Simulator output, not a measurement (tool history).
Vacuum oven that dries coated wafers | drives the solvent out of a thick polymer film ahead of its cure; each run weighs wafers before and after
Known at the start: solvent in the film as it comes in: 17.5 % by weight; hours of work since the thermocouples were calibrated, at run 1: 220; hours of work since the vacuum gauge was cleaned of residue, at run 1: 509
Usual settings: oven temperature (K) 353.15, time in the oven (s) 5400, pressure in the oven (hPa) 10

| run | hour | oven temperature (K) | time in the oven (s) | pressure in the oven (hPa) | hours of work since the thermocouples were calibrated | hours of work since the vacuum gauge was cleaned of residue | solvent left in the film (%) |
|---|---|---|---|---|---|---|---|
| 1 | 0 | 353.15 | 5400 | 10 | 220 | 509 | 4.55 |
| 2 | 13.6 | 353.15 | 5400 | 10 | 230 | 519 | 4.47 |
| 3 | 42.2 | 353.15 | 5400 | 10 | 251 | 539 | 4.64 |
| 4 | 67.3 | 353.15 | 5400 | 10 | 269 | 558 | 4.69 |
| 5 | 96.3 | 353.15 | 5400 | 10 | 290 | 579 | 4.65 |
| 6 | 112.5 | 353.15 | 5400 | 10 | 302 | 591 | 4.67 |
| 7 | 126.9 | 353.15 | 5400 | 10 | 313 | 601 | 4.6 |
| 8 | 155.2 | 353.15 | 5400 | 10 | 333 | 622 | 4.74 |
| 9 | 179.9 | 345.15 | 5400 | 10 | 351 | 640 | 7.02 |
| 10 | 193.8 | 345.15 | 5400 | 39.8 | 361 | 650 | 10.26 |
| 11 | 209.8 | 357.15 | 5400 | 10 | 373 | 662 | 3.67 |
| 12 | 230.2 | 353.15 | 5400 | 10 | 388 | 676 | 4.58 |
| 13 | 258.9 | 353.15 | 5400 | 10 | 409 | 697 | 4.64 |
|  | 262.9 | vacuum gauge cleaned of residue and calibrated |
| 14 | 282.3 | 366.15 | 5400 | 10 | 425 | 14 | 2.07 |
| 15 | 311.2 | 353.15 | 5400 | 10 | 446 | 35 | 4.79 |
|  | 334.7 | vacuum gauge cleaned of residue and calibrated, once more |
| 16 | 339.8 | 353.15 | 5400 | 10 | 466 | 4 | 4.23 |
| 17 | 364.2 | 353.15 | 2700 | 10 | 483 | 21 | 7.64 |
| 18 | 383.7 | 353.15 | 5400 | 10 | 498 | 36 | 4.25 |
| 19 | 413.3 | 353.15 | 5400 | 10 | 519 | 57 | 4.23 |
| 20 | 442.8 | 353.15 | 5400 | 10 | 541 | 79 | 4.28 |
| 21 | 456.7 | 340.15 | 5400 | 38 | 551 | 89 | 11.37 |
| 22 | 476.3 | 353.15 | 9240 | 10 | 565 | 103 | 2.33 |
| 23 | 500.4 | 353.15 | 9240 | 10 | 583 | 121 | 2.23 |
| 24 | 518 | 353.15 | 9240 | 10 | 595 | 134 | 2.33 |
| 25 | 538.8 | 353.15 | 6360 | 10 | 611 | 149 | 3.57 |
| 26 | 569.2 | 344.15 | 6000 | 10.9 | 633 | 171 | 6.33 |
| 27 | 590.1 | 363.15 | 4440 | 9.9 | 648 | 186 | 2.83 |
| 28 | 618.9 | 342.15 | 3180 | 20.8 | 669 | 207 | 10.53 |
| 29 | 643.3 | 342.15 | 3180 | 20.8 | 687 | 225 | 10.75 |
| 30 | 665.2 | 356.15 | 4020 | 20.8 | 703 | 241 | 5.67 |
| 31 | 696.6 | 352.15 | 7740 | 10 | 726 | 264 | 3.09 |
| 32 | 715.5 | 352.15 | 7740 | 10 | 739 | 278 | 3.06 |
| 33 | 730.3 | 352.15 | 6360 | 10 | 750 | 288 | 3.78 |
| 34 | 743.9 | 352.15 | 6360 | 28 | 760 | 298 | 5.65 |
| 35 | 766.3 | 365.15 | 5700 | 34.4 | 776 | 315 | 3.42 |
| 36 | 780.6 | 364.15 | 4020 | 10.5 | 787 | 325 | 3.07 |
| 37 | 798.9 | 364.15 | 4020 | 10.5 | 800 | 338 | 3.1 |
| 38 | 825.4 | 364.15 | 4020 | 16.5 | 819 | 358 | 3.46 |

Forecast each of these 5 alternatives for the next run:
| A | 853.4 | 348.15 | 4020 | 16.5 | 840 | 378 | ? |
| B | 853.4 | 364.15 | 6120 | 28.8 | 840 | 378 | ? |
| C | 853.4 | 357.15 | 6360 | 31.3 | 840 | 378 | ? |
| D | 853.4 | 356.15 | 4800 | 21 | 840 | 378 | ? |
| E | 853.4 | 347.15 | 4020 | 16.5 | 840 | 378 | ? |

| run | solvent left in the film (%) |
|---|---|
| A | 7.43 |
| B | 3.13 |
| C | 4.64 |
| D | 5.06 |
| E | 7.83 |
Without the tool's hidden state the same runs would have given:
| run | solvent left in the film (%) |
|---|---|
| A | 7.55 |
| B | 3.18 |
| C | 4.74 |
| D | 5.18 |
| E | 7.94 |

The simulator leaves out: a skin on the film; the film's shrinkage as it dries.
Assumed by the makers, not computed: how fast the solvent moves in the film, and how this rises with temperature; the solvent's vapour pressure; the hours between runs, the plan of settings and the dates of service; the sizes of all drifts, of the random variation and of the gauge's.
